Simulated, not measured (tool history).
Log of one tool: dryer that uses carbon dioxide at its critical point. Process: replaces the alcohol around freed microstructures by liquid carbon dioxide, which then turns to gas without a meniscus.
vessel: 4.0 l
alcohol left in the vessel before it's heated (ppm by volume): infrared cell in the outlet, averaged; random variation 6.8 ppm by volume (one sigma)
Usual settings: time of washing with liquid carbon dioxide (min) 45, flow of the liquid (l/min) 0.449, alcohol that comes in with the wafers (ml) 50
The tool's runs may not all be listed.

run   hour  time of washing with liquid carbon dioxide (min)  flow of the liquid (l/min)  alcohol that comes in with the wafers (ml)  alcohol left in the vessel before it's heated (ppm by volume)
  1      0                                                45                       0.449                                          50                                                            380
  2   31.1                                                45                       0.449                                          50                                                            378
  3   58.5                                                45                       0.449                                          50                                                            390
  4   85.4                                                45                       0.449                                          50                                                            399
  5  102.4                                                45                       0.449                                          50                                                            398
  6  133.8                                                29                       0.449                                          50                                                           1319
  7  153.1                                                29                       0.449                                          50                                                           1276
  8  178.1                                                29                       0.492                                          61                                                           1299
  9  205.8                                                70                       0.421                                          83                                                            175
 10  222.2                                                72                       0.421                                          24                                                            110
 11  243.6                                                72                       0.421                                          24                                                            116

5 ways to go on from here, each from the tool as it stands after run 11. What would each give?
  A  258.5                                                45                       0.305                                         114                                                              ?
  B  258.5                                                72                       0.346                                          24                                                              ?
  C  258.5                                                35                       0.507                                          51                                                              ?
  D  258.5                                                67                       0.338                                          20                                                              ?
  E  258.5                                                38                       0.561                                          42                                                              ?

run  alcohol left in the vessel before it's heated (ppm by volume)
  A                                                           2443
  B                                                            158
  C                                                            660
  D                                                            174
  E                                                            348
Without the tool's hidden state the same runs would have given:
run  alcohol left in the vessel before it's heated (ppm by volume)
  A                                                           2148
  B                                                             64
  C                                                            512
  D                                                             81
  E                                                            229
